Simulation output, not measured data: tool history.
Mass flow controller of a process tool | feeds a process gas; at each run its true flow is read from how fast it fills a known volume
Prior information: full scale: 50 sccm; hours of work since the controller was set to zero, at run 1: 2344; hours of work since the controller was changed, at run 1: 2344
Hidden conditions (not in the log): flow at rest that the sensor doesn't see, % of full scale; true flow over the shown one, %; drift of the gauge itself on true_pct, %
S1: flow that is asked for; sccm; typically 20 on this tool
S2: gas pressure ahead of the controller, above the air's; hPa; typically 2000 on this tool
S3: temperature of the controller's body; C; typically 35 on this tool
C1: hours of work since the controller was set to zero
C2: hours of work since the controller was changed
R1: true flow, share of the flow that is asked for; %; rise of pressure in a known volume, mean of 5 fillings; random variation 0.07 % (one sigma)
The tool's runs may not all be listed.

run	hour	S1	S2	S3	C1	C2	R1
1	0	20	2000	35	2344	2344	96.91
2	91.3	20	2000	35	2392	2392	96.9
3	159.5	20	2000	35	2429	2429	96.84
4	230.8	20	2000	35	2466	2466	96.83
5	286.9	20	2000	37	2496	2496	96.65
6	352.2	20	1920	35	2531	2531	96.98
7	430.2	20	1920	35	2572	2572	96.89
8	524.2	20	2160	35	2622	2622	96.86
9	582.8	20	2570	28	2654	2654	97.6
10	648.9	42	2290	35	2689	2689	98.74
11	724.7	42	2290	35	2729	2729	98.8

What does the tool deliver on the next run?
12	774.3	42	2290	35	2755	2755	?

{"run 12": {"R1": 98.7}}
Had the tool carried no hidden state, the very same run would have given R1 98.17 %.

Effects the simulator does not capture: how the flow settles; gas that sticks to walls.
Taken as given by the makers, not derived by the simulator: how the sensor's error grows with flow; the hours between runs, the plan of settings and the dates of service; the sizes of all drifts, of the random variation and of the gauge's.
